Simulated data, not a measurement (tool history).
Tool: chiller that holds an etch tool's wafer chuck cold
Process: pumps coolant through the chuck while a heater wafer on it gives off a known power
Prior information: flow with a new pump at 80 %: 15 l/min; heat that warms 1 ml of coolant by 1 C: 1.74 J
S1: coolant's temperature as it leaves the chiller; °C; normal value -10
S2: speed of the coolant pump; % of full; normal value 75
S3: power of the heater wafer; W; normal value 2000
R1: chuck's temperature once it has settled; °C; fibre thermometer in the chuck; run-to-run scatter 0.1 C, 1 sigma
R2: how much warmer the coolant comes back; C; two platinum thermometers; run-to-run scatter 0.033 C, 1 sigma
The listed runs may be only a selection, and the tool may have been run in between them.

run    hour   S1  S2    S3    R1    R2
  1     0.0  -10  75  2000   4.5  4.97
  2   110.5  -10  75  2000   4.2  4.93
  3   192.0  -10  75  1679   2.2  4.12
  4   251.4  -10  75  1679   2.0  4.13
  5   346.1  -10  75  1679   2.2  4.11
  6   438.7   -8  75  2000   6.5  4.89
  7   530.7   -8  75  2000   6.4  4.93
  8   645.3   -8  75  2000   6.2  4.90
  9   746.0  -10  75  2000   4.3  4.92
 10   843.4   -4  75  2000  10.4  4.98
 11   899.1   -4  75  2000  10.3  4.95
 12  1000.3   -4  75  2000  10.6  4.94
 13  1066.8  -10  75  2000   4.3  4.89
 14  1179.4  -10  75  2000   4.4  4.95
 15  1247.7  -10  75  2000   4.5  4.91
 16  1327.0  -10  78  2000   3.9  4.79
 17  1440.7   -6  78  2000   8.1  4.70
 18  1546.0  -17  75  2000  -2.6  4.95
 19  1622.0  -17  75  2000  -2.6  4.90
 20  1721.1  -12  67  1511  -0.2  4.23

Estimate the outcome of run 21 from the log above:
 21  1793.4  -12  61  1188   ?   ?

{"run 21": {"R1": -2.1, "R2": 3.74}}
Minus the tool's unlogged condition, the same run would have read R1 -2.1 °C, R2 3.73 C.
